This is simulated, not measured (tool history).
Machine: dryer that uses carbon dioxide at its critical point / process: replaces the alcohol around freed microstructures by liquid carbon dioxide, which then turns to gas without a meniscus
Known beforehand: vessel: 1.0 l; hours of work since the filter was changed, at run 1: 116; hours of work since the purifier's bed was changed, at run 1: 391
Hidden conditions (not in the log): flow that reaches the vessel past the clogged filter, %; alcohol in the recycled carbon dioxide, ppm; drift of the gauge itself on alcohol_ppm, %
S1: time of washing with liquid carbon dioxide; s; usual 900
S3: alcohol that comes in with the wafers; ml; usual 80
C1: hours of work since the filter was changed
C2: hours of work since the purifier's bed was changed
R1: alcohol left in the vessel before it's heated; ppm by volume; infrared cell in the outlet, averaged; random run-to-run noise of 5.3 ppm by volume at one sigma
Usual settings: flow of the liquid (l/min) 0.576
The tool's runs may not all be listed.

{"run": 1, "hour": 0.0, "S1": 900, "flow of the liquid (l/min)": 0.576, "S3": 80, "C1": 116, "C2": 391, "R1": 243}
{"run": 2, "hour": 8.7, "S1": 900, "flow of the liquid (l/min)": 0.576, "S3": 45, "C1": 120, "C2": 395, "R1": 180}
{"run": 3, "hour": 17.3, "S1": 900, "flow of the liquid (l/min)": 0.467, "S3": 80, "C1": 124, "C2": 399, "R1": 593}
{"run": 4, "hour": 35.6, "S1": 900, "flow of the liquid (l/min)": 0.576, "S3": 36, "C1": 133, "C2": 408, "R1": 163}
{"run": 5, "hour": 54.5, "S1": 900, "flow of the liquid (l/min)": 0.576, "S3": 80, "C1": 142, "C2": 417, "R1": 254}
{"run": 6, "hour": 66.7, "S1": 900, "flow of the liquid (l/min)": 0.576, "S3": 80, "C1": 148, "C2": 423, "R1": 265}
{"run": 7, "hour": 86.1, "S1": 900, "flow of the liquid (l/min)": 0.628, "S3": 80, "C1": 157, "C2": 432, "R1": 196}
{"run": 8, "hour": 96.0, "S1": 900, "flow of the liquid (l/min)": 0.628, "S3": 80, "C1": 162, "C2": 437, "R1": 205}
{"run": 9, "hour": 111.3, "S1": 900, "flow of the liquid (l/min)": 0.628, "S3": 80, "C1": 170, "C2": 445, "R1": 200}
{"run": 10, "hour": 125.1, "S1": 900, "flow of the liquid (l/min)": 0.628, "S3": 65, "C1": 176, "C2": 451, "R1": 179}
{"run": 11, "hour": 142.3, "S1": 900, "flow of the liquid (l/min)": 0.628, "S3": 65, "C1": 185, "C2": 460, "R1": 189}
{"run": 12, "hour": 155.6, "S1": 600, "flow of the liquid (l/min)": 0.628, "S3": 65, "C1": 191, "C2": 466, "R1": 916}
{"run": 13, "hour": 171.7, "S1": 720, "flow of the liquid (l/min)": 0.576, "S3": 21, "C1": 199, "C2": 474, "R1": 264}

The logged runs with the hidden state left out (each run's random variation unchanged):
run=1 R1=125
run=2 R1=78
run=3 R1=411
run=4 R1=62
run=5 R1=123
run=6 R1=132
run=7 R1=78
run=8 R1=82
run=9 R1=74
run=10 R1=58
run=11 R1=67
run=12 R1=607
run=13 R1=121
